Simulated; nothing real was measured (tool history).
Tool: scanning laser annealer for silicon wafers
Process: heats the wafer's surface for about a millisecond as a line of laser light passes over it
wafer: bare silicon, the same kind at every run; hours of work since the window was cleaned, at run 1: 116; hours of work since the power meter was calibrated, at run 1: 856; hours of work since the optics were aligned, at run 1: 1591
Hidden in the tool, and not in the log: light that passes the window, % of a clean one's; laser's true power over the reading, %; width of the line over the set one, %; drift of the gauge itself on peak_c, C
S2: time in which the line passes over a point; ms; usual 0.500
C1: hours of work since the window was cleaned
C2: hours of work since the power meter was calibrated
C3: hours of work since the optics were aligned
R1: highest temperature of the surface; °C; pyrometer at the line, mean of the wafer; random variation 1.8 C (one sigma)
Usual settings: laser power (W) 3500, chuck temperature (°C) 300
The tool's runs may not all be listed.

run 1 hour=0.0 | laser_power_(W)=3500 S2=0.500 chuck_temperature_(°C)=300 | C1=116 C2=856 C3=1591 | R1=1003
run 2 hour=57.7 | laser_power_(W)=3500 S2=0.500 chuck_temperature_(°C)=300 | C1=144 C2=884 C3=1619 | R1=1002
run 3 hour=88.9 | laser_power_(W)=3500 S2=0.500 chuck_temperature_(°C)=300 | C1=159 C2=900 C3=1634 | R1=1004
-- hour=139.4 optics aligned, line set to its width
run 4 hour=160.6 | laser_power_(W)=3500 S2=0.500 chuck_temperature_(°C)=300 | C1=191 C2=932 C3=10 | R1=999
run 5 hour=201.9 | laser_power_(W)=3500 S2=0.500 chuck_temperature_(°C)=300 | C1=211 C2=952 C3=30 | R1=993
run 6 hour=246.4 | laser_power_(W)=3500 S2=0.500 chuck_temperature_(°C)=300 | C1=233 C2=974 C3=52 | R1=995
run 7 hour=305.8 | laser_power_(W)=3500 S2=0.372 chuck_temperature_(°C)=300 | C1=262 C2=1002 C3=81 | R1=909
run 8 hour=359.9 | laser_power_(W)=3500 S2=0.500 chuck_temperature_(°C)=309 | C1=288 C2=1029 C3=107 | R1=1007
run 9 hour=393.3 | laser_power_(W)=3500 S2=0.500 chuck_temperature_(°C)=309 | C1=304 C2=1045 C3=123 | R1=1002
run 10 hour=449.1 | laser_power_(W)=3500 S2=0.504 chuck_temperature_(°C)=274 | C1=331 C2=1072 C3=150 | R1=970
run 11 hour=494.0 | laser_power_(W)=3774 S2=0.376 chuck_temperature_(°C)=305 | C1=353 C2=1094 C3=172 | R1=963
-- hour=505.6 optics aligned, line set to its width, once more
run 12 hour=568.2 | laser_power_(W)=3388 S2=0.376 chuck_temperature_(°C)=305 | C1=387 C2=1127 C3=30 | R1=903
run 13 hour=633.9 | laser_power_(W)=3500 S2=0.351 chuck_temperature_(°C)=282 | C1=418 C2=1159 C3=62 | R1=880
run 14 hour=672.6 | laser_power_(W)=3646 S2=0.465 chuck_temperature_(°C)=300 | C1=437 C2=1178 C3=81 | R1=1005
run 15 hour=713.2 | laser_power_(W)=3646 S2=0.465 chuck_temperature_(°C)=300 | C1=457 C2=1198 C3=101 | R1=1009

Hidden state at the last listed run before each entry between runs and at the first one after, where it differs:
Between runs 3 and 4: optics aligned, line set to its width (hour 139.4)
  light that passes the window, % of a clean one's: 99.43 -> 99.33; width of the line over the set one, %: 1.45 -> 2.29
  measured less the result without the state, R1: -9 -> -14 °C
Between runs 11 and 12: optics aligned, line set to its width, once more (hour 505.6)
  light that passes the window, % of a clean one's: 98.88 -> 98.79; laser's true power over the reading, %: 0 -> -0.01; width of the line over the set one, %: 2.42 -> 0.36
  measured less the result without the state, R1: -17 -> -9 °C
